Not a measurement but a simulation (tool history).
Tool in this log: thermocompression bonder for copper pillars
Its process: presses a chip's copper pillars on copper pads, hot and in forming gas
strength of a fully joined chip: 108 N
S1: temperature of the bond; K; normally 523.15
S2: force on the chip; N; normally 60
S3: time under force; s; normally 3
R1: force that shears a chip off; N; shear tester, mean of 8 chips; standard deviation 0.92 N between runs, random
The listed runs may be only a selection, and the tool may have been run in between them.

run 1 hour=0 | S1=523.15 S2=60 S3=3 | R1=71.6
run 2 hour=15.5 | S1=551.15 S2=60 S3=3 | R1=86.5
run 3 hour=41.5 | S1=551.15 S2=60 S3=3 | R1=86.9
run 4 hour=72.3 | S1=551.15 S2=60 S3=3 | R1=86.1
run 5 hour=91.6 | S1=551.15 S2=60 S3=3 | R1=85.8
run 6 hour=109.5 | S1=551.15 S2=60 S3=3 | R1=83.8
-- hour=113 force cell calibrated
run 7 hour=142.2 | S1=523.15 S2=60 S3=3 | R1=67.3
run 8 hour=166.1 | S1=523.15 S2=60 S3=3 | R1=66.5
run 9 hour=182.4 | S1=523.15 S2=60 S3=3 | R1=65.7
run 10 hour=196.5 | S1=526.15 S2=60 S3=3 | R1=66
run 11 hour=224.1 | S1=523.15 S2=82 S3=2 | R1=71.4
run 12 hour=237.6 | S1=523.15 S2=82 S3=2 | R1=72.8
-- hour=242.5 forming gas filter changed
run 13 hour=252.1 | S1=523.15 S2=67 S3=5 | R1=85.8
-- hour=256.2 force cell calibrated, once more
run 14 hour=279.6 | S1=501.15 S2=60 S3=5 | R1=67.8

How would selected steps in R1 from run to run divide? Give the signed amount a tool lacking its hidden state would still show from settings, what came in and random variation, and the signed amount left for the hidden state, including any gauge scatter that is not in both of the compared results.
The tool's hidden condition here consists of: true temperature of the bond over the reading, C; force that reaches the chip, % of what is set; oxide that the forming gas leaves, % of the face; drift of the gauge itself on shear_n, %.
Run 12 -> 13: S2 82 -> 67, S3 2 -> 5, forming gas filter changed. R1 +13 N: hidden state +8.7, all else +4.3.
Run 13 -> 14: S1 523.15 -> 501.15, S2 67 -> 60, force cell calibrated, once more. R1 -18 N: hidden state +1.2, all else -19.2.
